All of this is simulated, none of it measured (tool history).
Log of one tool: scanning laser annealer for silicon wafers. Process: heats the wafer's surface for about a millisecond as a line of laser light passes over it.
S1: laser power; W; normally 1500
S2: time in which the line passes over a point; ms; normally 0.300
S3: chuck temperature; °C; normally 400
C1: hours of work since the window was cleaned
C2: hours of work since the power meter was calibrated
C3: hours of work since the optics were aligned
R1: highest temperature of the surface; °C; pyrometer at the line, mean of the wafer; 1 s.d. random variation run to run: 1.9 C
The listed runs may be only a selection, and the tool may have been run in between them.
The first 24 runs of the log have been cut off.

| run | hour | S1 | S2 | S3 | C1 | C2 | C3 | R1 |
|---|---|---|---|---|---|---|---|---|
| 25 | 1092.3 | 1411 | 0.300 | 400 | 290 | 1851 | 176 | 1066 |
| 26 | 1137.2 | 1388 | 0.300 | 400 | 317 | 1879 | 203 | 1050 |
| 27 | 1197.5 | 1388 | 0.300 | 400 | 355 | 1916 | 241 | 1049 |
| 28 | 1255.7 | 1280 | 0.300 | 410 | 390 | 1952 | 276 | 1001 |
| 29 | 1304.7 | 1649 | 0.327 | 437 | 420 | 1982 | 306 | 1234 |
| 30 | 1350.8 | 1532 | 0.224 | 394 | 449 | 2010 | 335 | 1001 |
|  | 1358.5 | window over the wafer cleaned |
| 31 | 1408.1 | 1647 | 0.333 | 432 | 30 | 2044 | 369 | 1278 |
| 32 | 1452.3 | 1317 | 0.257 | 435 | 58 | 2071 | 396 | 1024 |
| 33 | 1505.5 | 1488 | 0.300 | 435 | 90 | 2104 | 429 | 1155 |
| 34 | 1556.9 | 1488 | 0.300 | 435 | 122 | 2135 | 460 | 1149 |
| 35 | 1588.5 | 1488 | 0.300 | 435 | 141 | 2155 | 480 | 1144 |
| 36 | 1632.3 | 1316 | 0.300 | 365 | 168 | 2182 | 506 | 990 |
| 37 | 1681.7 | 1316 | 0.300 | 365 | 199 | 2212 | 537 | 985 |
| 38 | 1722.1 | 1316 | 0.300 | 379 | 223 | 2237 | 562 | 1000 |
| 39 | 1776.1 | 1488 | 0.372 | 361 | 257 | 2270 | 595 | 1139 |
| 40 | 1805.5 | 1450 | 0.332 | 374 | 275 | 2288 | 613 | 1086 |
| 41 | 1848.3 | 1520 | 0.275 | 388 | 301 | 2314 | 639 | 1064 |
| 42 | 1880.4 | 1500 | 0.300 | 379 | 321 | 2334 | 659 | 1076 |

Each row is a separate what-if for the run after 42, all from the same tool condition, not one after another. Results?
| A | 1926.8 | 1500 | 0.312 | 400 | 349 | 2363 | 687 | ? |
| B | 1926.8 | 1588 | 0.270 | 439 | 349 | 2363 | 687 | ? |
| C | 1926.8 | 1500 | 0.253 | 400 | 349 | 2363 | 687 | ? |

| run | R1 |
|---|---|
| A | 1106 |
| B | 1133 |
| C | 1034 |
Without the tool's hidden state the same runs would have given:
| run | R1 |
|---|---|
| A | 1164 |
| B | 1190 |
| C | 1086 |

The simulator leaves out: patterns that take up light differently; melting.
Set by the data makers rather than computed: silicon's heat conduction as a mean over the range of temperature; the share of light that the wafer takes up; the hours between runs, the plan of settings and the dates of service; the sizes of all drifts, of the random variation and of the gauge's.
